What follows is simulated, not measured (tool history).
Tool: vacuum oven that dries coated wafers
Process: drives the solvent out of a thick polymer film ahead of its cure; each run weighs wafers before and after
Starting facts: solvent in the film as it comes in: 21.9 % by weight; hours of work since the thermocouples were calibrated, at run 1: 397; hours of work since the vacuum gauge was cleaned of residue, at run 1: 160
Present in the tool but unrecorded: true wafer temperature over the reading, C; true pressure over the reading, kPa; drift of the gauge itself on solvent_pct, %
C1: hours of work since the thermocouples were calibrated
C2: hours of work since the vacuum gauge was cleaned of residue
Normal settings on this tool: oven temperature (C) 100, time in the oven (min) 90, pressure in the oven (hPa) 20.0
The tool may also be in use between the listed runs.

{"run": 1, "hour": 0.0, "oven temperature (C)": 100, "time in the oven (min)": 90, "pressure in the oven (hPa)": 20.0, "C1": 397, "C2": 160, "solvent left in the film (%)": 4.75}
{"run": 2, "hour": 16.8, "oven temperature (C)": 100, "time in the oven (min)": 140, "pressure in the oven (hPa)": 20.0, "C1": 409, "C2": 172, "solvent left in the film (%)": 2.66}
{"run": 3, "hour": 26.3, "oven temperature (C)": 100, "time in the oven (min)": 90, "pressure in the oven (hPa)": 20.0, "C1": 416, "C2": 179, "solvent left in the film (%)": 4.82}
{"run": 4, "hour": 38.6, "oven temperature (C)": 100, "time in the oven (min)": 90, "pressure in the oven (hPa)": 20.0, "C1": 425, "C2": 188, "solvent left in the film (%)": 4.79}
{"run": 5, "hour": 52.3, "oven temperature (C)": 100, "time in the oven (min)": 63, "pressure in the oven (hPa)": 20.0, "C1": 435, "C2": 198, "solvent left in the film (%)": 6.93}
{"run": 6, "hour": 64.8, "oven temperature (C)": 100, "time in the oven (min)": 63, "pressure in the oven (hPa)": 20.0, "C1": 443, "C2": 207, "solvent left in the film (%)": 6.91}
{"run": 7, "hour": 81.3, "oven temperature (C)": 100, "time in the oven (min)": 63, "pressure in the oven (hPa)": 20.0, "C1": 455, "C2": 218, "solvent left in the film (%)": 6.95}
{"run": 8, "hour": 91.4, "oven temperature (C)": 100, "time in the oven (min)": 90, "pressure in the oven (hPa)": 54.5, "C1": 463, "C2": 226, "solvent left in the film (%)": 6.15}
{"run": 9, "hour": 98.7, "oven temperature (C)": 100, "time in the oven (min)": 49, "pressure in the oven (hPa)": 20.0, "C1": 468, "C2": 231, "solvent left in the film (%)": 8.45}
{"run": 10, "hour": 115.6, "oven temperature (C)": 100, "time in the oven (min)": 49, "pressure in the oven (hPa)": 20.0, "C1": 480, "C2": 243, "solvent left in the film (%)": 8.49}
{"run": 11, "hour": 128.9, "oven temperature (C)": 103, "time in the oven (min)": 72, "pressure in the oven (hPa)": 40.4, "C1": 489, "C2": 252, "solvent left in the film (%)": 5.72}
{"run": 12, "hour": 146.0, "oven temperature (C)": 103, "time in the oven (min)": 72, "pressure in the oven (hPa)": 40.4, "C1": 502, "C2": 265, "solvent left in the film (%)": 5.67}
{"run": 13, "hour": 153.9, "oven temperature (C)": 104, "time in the oven (min)": 80, "pressure in the oven (hPa)": 20.0, "C1": 507, "C2": 270, "solvent left in the film (%)": 4.05}
{"run": 14, "hour": 169.3, "oven temperature (C)": 100, "time in the oven (min)": 151, "pressure in the oven (hPa)": 10.8, "C1": 518, "C2": 281, "solvent left in the film (%)": 1.94}
{"run": 15, "hour": 176.8, "oven temperature (C)": 100, "time in the oven (min)": 151, "pressure in the oven (hPa)": 10.8, "C1": 524, "C2": 287, "solvent left in the film (%)": 1.97}
{"run": 16, "hour": 185.4, "oven temperature (C)": 108, "time in the oven (min)": 75, "pressure in the oven (hPa)": 10.6, "C1": 530, "C2": 293, "solvent left in the film (%)": 2.77}
{"run": 17, "hour": 201.2, "oven temperature (C)": 108, "time in the oven (min)": 75, "pressure in the oven (hPa)": 10.6, "C1": 541, "C2": 304, "solvent left in the film (%)": 2.79}

Some steps in solvent left in the film (%), run to run, broken into two amounts with sign: the step expected even without the hidden condition (settings, incoming material, random variation), and the rest, left for the hidden condition together with whatever gauge scatter is not in both the measured and the hidden-condition-free result:
Run 10 -> 11: oven temperature (C) 100 -> 103, time in the oven (min) 49 -> 72, pressure in the oven (hPa) 20.0 -> 40.4. solvent left in the film (%) -2.77: hidden state +0.02, all else -2.79.
Run 13 -> 14: oven temperature (C) 104 -> 100, time in the oven (min) 80 -> 151, pressure in the oven (hPa) 20.0 -> 10.8. solvent left in the film (%) -2.11: hidden state +0.10, all else -2.21.

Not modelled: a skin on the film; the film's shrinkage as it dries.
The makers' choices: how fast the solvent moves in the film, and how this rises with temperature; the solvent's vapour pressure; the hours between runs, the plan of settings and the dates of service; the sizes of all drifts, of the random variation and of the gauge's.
